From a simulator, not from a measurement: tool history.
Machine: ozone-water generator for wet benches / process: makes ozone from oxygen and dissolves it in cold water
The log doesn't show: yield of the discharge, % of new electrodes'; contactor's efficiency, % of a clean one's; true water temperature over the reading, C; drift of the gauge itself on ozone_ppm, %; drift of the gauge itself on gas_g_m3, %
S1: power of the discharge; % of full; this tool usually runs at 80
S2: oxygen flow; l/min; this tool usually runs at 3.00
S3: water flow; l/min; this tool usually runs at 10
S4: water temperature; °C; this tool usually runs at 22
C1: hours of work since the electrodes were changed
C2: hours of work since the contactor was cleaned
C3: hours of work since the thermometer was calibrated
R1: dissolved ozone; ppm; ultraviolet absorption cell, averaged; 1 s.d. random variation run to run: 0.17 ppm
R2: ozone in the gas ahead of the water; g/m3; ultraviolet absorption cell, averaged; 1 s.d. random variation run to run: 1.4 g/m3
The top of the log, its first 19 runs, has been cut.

run   hour  S1    S2  S3  S4    C1    C2    C3    R1     R2
 20  570.9  45  1.84   6  16  1224  3169  2589  30.6  268.4
 21  606.5  45  1.51  14  17  1246  3190  2610  13.1  309.5
 22  644.2  45  1.51  14  17  1268  3213  2633  13.4  308.0
 23  667.9  45  1.51  14  17  1283  3227  2647  13.3  305.3
 24  687.5  45  3.48   8  17  1295  3239  2659  21.0  172.6
 25  717.3  56  3.00  13  22  1313  3257  2677  14.8  215.7
 26  740.5  56  3.00  13  22  1327  3271  2691  15.0  216.5
 27  762.0  56  3.00  13  22  1340  3284  2704  14.9  215.3
 28  790.6  50  3.00  13  18  1357  3302  2722  14.7  202.9
 29  818.1  54  3.00  10  21  1374  3318  2738  18.8  209.2
 30  860.0  54  3.00   8  19  1399  3343  2763  23.3  211.3
 31  880.0  80  3.00   9  21  1411  3356  2776  25.5  265.2
 32  900.6  80  2.37  10  18  1423  3368  2788  25.5  311.9

Below are 5 alternative next runs, each starting from the tool's condition after run 32. Predict each:
     911.1  -- gauge calibrated
  A  924.6  80  2.48  10  17  1438  3383  2803   ?   ?
     911.1  -- gauge calibrated
  B  924.6  80  4.58  10  15  1438  3383  2803   ?   ?
     911.1  -- gauge calibrated
  C  924.6  80  4.15  10  24  1438  3383  2803   ?   ?
     911.1  -- gauge calibrated
  D  924.6  58  2.07  10  22  1438  3383  2803   ?   ?
     911.1  -- gauge calibrated
  E  924.6  92  2.37   8  20  1438  3383  2803   ?   ?

run    R1     R2
  A  25.6  307.8
  B  23.8  203.1
  C  20.5  219.2
  D  20.1  290.1
  E  32.4  346.9
What these runs would have given with no unlogged condition in the tool:
run    R1     R2
  A  25.6  308.1
  B  23.8  203.3
  C  20.6  219.3
  D  20.1  290.4
  E  32.4  347.3

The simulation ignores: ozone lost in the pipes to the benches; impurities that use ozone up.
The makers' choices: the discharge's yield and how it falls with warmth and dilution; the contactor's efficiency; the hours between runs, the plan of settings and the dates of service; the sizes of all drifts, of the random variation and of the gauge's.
